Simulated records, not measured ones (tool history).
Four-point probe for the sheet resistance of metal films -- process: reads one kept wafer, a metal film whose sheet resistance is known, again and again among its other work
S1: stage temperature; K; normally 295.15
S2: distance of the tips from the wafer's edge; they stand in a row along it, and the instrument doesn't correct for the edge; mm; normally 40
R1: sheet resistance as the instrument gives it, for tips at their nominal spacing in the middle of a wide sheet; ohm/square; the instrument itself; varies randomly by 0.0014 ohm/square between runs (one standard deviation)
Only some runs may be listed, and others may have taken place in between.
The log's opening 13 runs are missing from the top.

run,hour,S1,S2,R1
14,1395.7,295.15,4,7.214208
15,1451.8,295.15,4,7.210472
16,1547.1,295.15,4,7.209322
17,1650.0,295.15,10,7.124930
18,1709.1,295.15,18,7.113710
19,1837.1,295.15,18,7.110813
20,1910.7,299.15,18,7.109529
21,1998.6,295.15,40,7.099472
22,2087.1,295.15,40,7.099927
23,2171.2,295.15,4,7.190838
24,2263.1,305.15,6,7.139849
# hour 2276.1: stage's thermometer calibrated
25,2328.6,303.15,6,7.129894
26,2456.7,294.15,22,7.081888
27,2555.6,302.15,15,7.084573
28,2657.8,302.15,8,7.098249

Predict the results of run 29:
# hour 2684.3: new probe head fitted
29,2722.7,302.15,8,?

R1: 7.164508 ohm/square
Take away the tool's hidden state, keep the run-to-run variation as it was, and the same run would have given R1 7.173803 ohm/square.
